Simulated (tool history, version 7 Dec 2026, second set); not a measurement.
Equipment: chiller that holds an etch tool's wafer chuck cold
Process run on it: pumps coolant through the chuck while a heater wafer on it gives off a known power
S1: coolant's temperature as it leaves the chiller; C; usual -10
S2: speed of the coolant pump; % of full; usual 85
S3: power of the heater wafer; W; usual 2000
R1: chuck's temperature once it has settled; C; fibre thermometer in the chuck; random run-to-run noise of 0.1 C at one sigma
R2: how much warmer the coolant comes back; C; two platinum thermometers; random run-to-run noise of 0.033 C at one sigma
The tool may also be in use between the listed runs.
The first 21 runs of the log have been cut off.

run 22 hour=963.5 | S1=-2 S2=92 S3=1718 | R1=7.9 R2=3.69
run 23 hour=999.2 | S1=-2 S2=92 S3=1718 | R1=7.9 R2=3.79
run 24 hour=1031.4 | S1=-17 S2=92 S3=2958 | R1=0.0 R2=6.42
run 25 hour=1058.1 | S1=-17 S2=92 S3=2958 | R1=0.2 R2=6.45
run 26 hour=1094.4 | S1=-17 S2=92 S3=2958 | R1=0.0 R2=6.46
run 27 hour=1127.0 | S1=-17 S2=92 S3=2958 | R1=0.2 R2=6.43
run 28 hour=1183.8 | S1=-17 S2=88 S3=1044 | R1=-10.6 R2=2.41
run 29 hour=1211.6 | S1=-17 S2=88 S3=1044 | R1=-10.7 R2=2.42
run 30 hour=1269.3 | S1=-3 S2=65 S3=2850 | R1=19.6 R2=8.83
run 31 hour=1297.5 | S1=-6 S2=69 S3=2436 | R1=12.3 R2=7.11
run 32 hour=1344.7 | S1=-10 S2=64 S3=2000 | R1=6.2 R2=6.22

Predict each of these 3 candidate next runs independently; none follows another, all start after run 32:
run A hour=1389.5 | S1=-10 S2=85 S3=2008 | R1=? R2=?
run B hour=1389.5 | S1=-10 S2=64 S3=1153 | R1=? R2=?
run C hour=1389.5 | S1=-10 S2=67 S3=2851 | R1=? R2=?

run=A R1=2.7 R2=4.75
run=B R1=-0.7 R2=3.60
run=C R1=11.8 R2=8.54
Without the tool's unlogged condition, the same runs would have read:
run=A R1=1.3 R2=4.43
run=B R1=-1.8 R2=3.36
run=C R1=9.4 R2=7.97
